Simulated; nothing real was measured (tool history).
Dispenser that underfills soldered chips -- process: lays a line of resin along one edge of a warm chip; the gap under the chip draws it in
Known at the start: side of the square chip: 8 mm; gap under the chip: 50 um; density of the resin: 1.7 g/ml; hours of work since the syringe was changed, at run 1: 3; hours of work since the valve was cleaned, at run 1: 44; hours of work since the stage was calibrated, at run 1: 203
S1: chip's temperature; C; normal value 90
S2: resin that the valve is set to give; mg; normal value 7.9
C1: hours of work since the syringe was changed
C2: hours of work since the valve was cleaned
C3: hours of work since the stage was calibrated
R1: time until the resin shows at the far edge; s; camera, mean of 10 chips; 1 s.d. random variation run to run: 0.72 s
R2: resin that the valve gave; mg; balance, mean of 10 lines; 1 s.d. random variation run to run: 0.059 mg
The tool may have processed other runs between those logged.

run,hour,S1,S2,C1,C2,C3,R1,R2
1,0,90,7.9,3,44,203,80,7.59
2,6,90,7.9,8,49,208,99.5,7.61
# hour 7.5: new syringe of resin
3,9,90,7.9,1,51,210,73.7,7.55
4,12.4,90,7.9,4,53,212,82.2,7.66
5,16.8,90,6.91,7,57,216,101.6,6.63
# hour 18.9: new syringe of resin
6,20.8,101,7.9,1,59,218,47.6,7.54
7,26.3,101,7.9,6,64,223,58,7.53
# hour 30.3: new syringe of resin
8,30.9,104,7.09,0,67,226,42,6.67
9,34.3,102,7.93,3,69,228,48.4,7.55

Run 10, settings as shown, results not yet in. Your forecast:
10,40.5,102,7.93,8,74,233,?,?

{"run 10": {"R1": 61.6, "R2": 7.39}}
Without the tool's hidden state the same run would have given R1 41 s, R2 7.86 mg.
